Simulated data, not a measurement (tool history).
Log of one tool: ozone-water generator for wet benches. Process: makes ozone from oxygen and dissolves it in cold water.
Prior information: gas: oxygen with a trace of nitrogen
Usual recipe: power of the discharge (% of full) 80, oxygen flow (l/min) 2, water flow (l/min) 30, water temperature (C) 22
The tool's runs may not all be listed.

| run | hour | power of the discharge (% of full) | oxygen flow (l/min) | water flow (l/min) | water temperature (C) | dissolved ozone (ppm) | ozone in the gas ahead of the water (g/m3) |
|---|---|---|---|---|---|---|---|
| 1 | 0 | 80 | 2 | 30 | 22 | 11.4 | 286.6 |
| 2 | 33.6 | 80 | 2 | 30 | 22 | 11.4 | 284.4 |
| 3 | 60.8 | 80 | 2 | 30 | 18 | 11.7 | 284 |
| 4 | 87.7 | 80 | 2 | 19 | 22 | 17.7 | 287.9 |
| 5 | 121.2 | 80 | 2 | 19 | 22 | 17.8 | 287.1 |
| 6 | 158.6 | 80 | 2 | 19 | 22 | 17.6 | 287.4 |
| 7 | 192.2 | 80 | 2 | 19 | 22 | 17.7 | 288.5 |
| 8 | 211.4 | 80 | 2 | 19 | 22 | 17.5 | 288.1 |
| 9 | 230 | 80 | 2 | 33 | 22 | 10.4 | 288.3 |
| 10 | 246.5 | 56 | 2 | 30 | 22 | 9.2 | 226.3 |
| 11 | 279 | 80 | 2 | 42 | 26 | 7.8 | 287.3 |
| 12 | 315.3 | 80 | 1.3 | 33 | 22 | 9.1 | 367.9 |
| 13 | 350.7 | 80 | 1.3 | 33 | 22 | 9.1 | 365 |
| 14 | 385.1 | 80 | 2.26 | 30 | 19 | 12 | 269.4 |
| 15 | 410.7 | 41 | 1.11 | 32 | 20 | 5.7 | 255.5 |
| 16 | 436.4 | 66 | 2 | 30 | 27 | 9.7 | 254.6 |
| 17 | 462.6 | 80 | 1.16 | 32 | 22 | 9 | 389.8 |

Each row is a separate what-if for the run after 17, all from the same tool condition, not one after another. Results?
| A | 492.4 | 86 | 2 | 30 | 22 | ? | ? |
| B | 492.4 | 80 | 2 | 21 | 22 | ? | ? |
| C | 492.4 | 61 | 1.16 | 32 | 22 | ? | ? |
| D | 492.4 | 80 | 2.46 | 32 | 22 | ? | ? |
| E | 492.4 | 48 | 2 | 48 | 22 | ? | ? |

| run | dissolved ozone (ppm) | ozone in the gas ahead of the water (g/m3) |
|---|---|---|
| A | 11.8 | 306.3 |
| B | 16.1 | 293 |
| C | 7.4 | 326.1 |
| D | 11.2 | 259.1 |
| E | 4.9 | 207.2 |
With the hidden condition removed and each run's random variation left untouched, the same runs would have given:
| run | dissolved ozone (ppm) | ozone in the gas ahead of the water (g/m3) |
|---|---|---|
| A | 11.8 | 301 |
| B | 16.2 | 287.9 |
| C | 7.4 | 320.4 |
| D | 11.2 | 254.6 |
| E | 4.9 | 203.5 |

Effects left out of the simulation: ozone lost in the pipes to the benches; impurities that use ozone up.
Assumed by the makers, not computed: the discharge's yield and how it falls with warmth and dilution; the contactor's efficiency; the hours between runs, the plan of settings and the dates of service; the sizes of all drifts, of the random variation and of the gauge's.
